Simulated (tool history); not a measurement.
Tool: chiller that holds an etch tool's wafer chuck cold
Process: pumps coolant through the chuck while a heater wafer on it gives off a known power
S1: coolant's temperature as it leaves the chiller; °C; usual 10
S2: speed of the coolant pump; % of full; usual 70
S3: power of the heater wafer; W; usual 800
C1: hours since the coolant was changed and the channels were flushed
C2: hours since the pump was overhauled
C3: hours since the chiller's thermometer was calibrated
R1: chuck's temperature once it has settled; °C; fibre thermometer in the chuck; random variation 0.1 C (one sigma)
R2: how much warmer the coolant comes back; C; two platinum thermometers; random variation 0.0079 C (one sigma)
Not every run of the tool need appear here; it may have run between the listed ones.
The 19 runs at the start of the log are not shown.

run    hour  S1  S2   S3    C1    C2    C3    R1     R2
 20  1437.3  16  82  687  4831  5509  1614  23.7  1.792
     1516.5  -- coolant pump overhauled
 21  1526.9  16  90  502  4916    10  1699  21.4  1.097
 22  1604.7   6  70  726  4994    88  1777  14.8  2.229
 23  1696.6  12  96  946  5085   180  1869  21.9  2.107
 24  1775.5  16  85  837  5164   259  1947  25.4  2.106
 25  1855.7  10  70  613  5245   339  2028  17.7  1.781
 26  1918.8  10  70  613  5308   402  2091  17.6  1.764
 27  2023.8  10  70  613  5413   507  2196  17.5  1.742
 28  2111.5  10  70  613  5500   595  2283  17.5   1.73
 29  2162.9  19  85  800  5552   646  2335  27.7  1.917
 30  2259.8  19  85  800  5649   743  2432  27.9  1.899

Predict each of these 3 candidate next runs independently; none follows another, all start after run 30:
     2296.3  -- gauge calibrated
  A  2355.5  20  85  774  5744  839  2527   ?   ?
     2296.3  -- gauge calibrated
  B  2355.5  19  85  704  5744  839  2527   ?   ?
     2296.3  -- gauge calibrated
  C  2355.5  19  99  800  5744  839  2527   ?   ?

run    R1     R2
  A  28.6  2.234
  B  26.9  2.044
  C  27.1  2.007
Without the tool's hidden state the same runs would have given:
run    R1     R2
  A  28.5  2.246
  B  26.9  2.055
  C  27.1  2.019
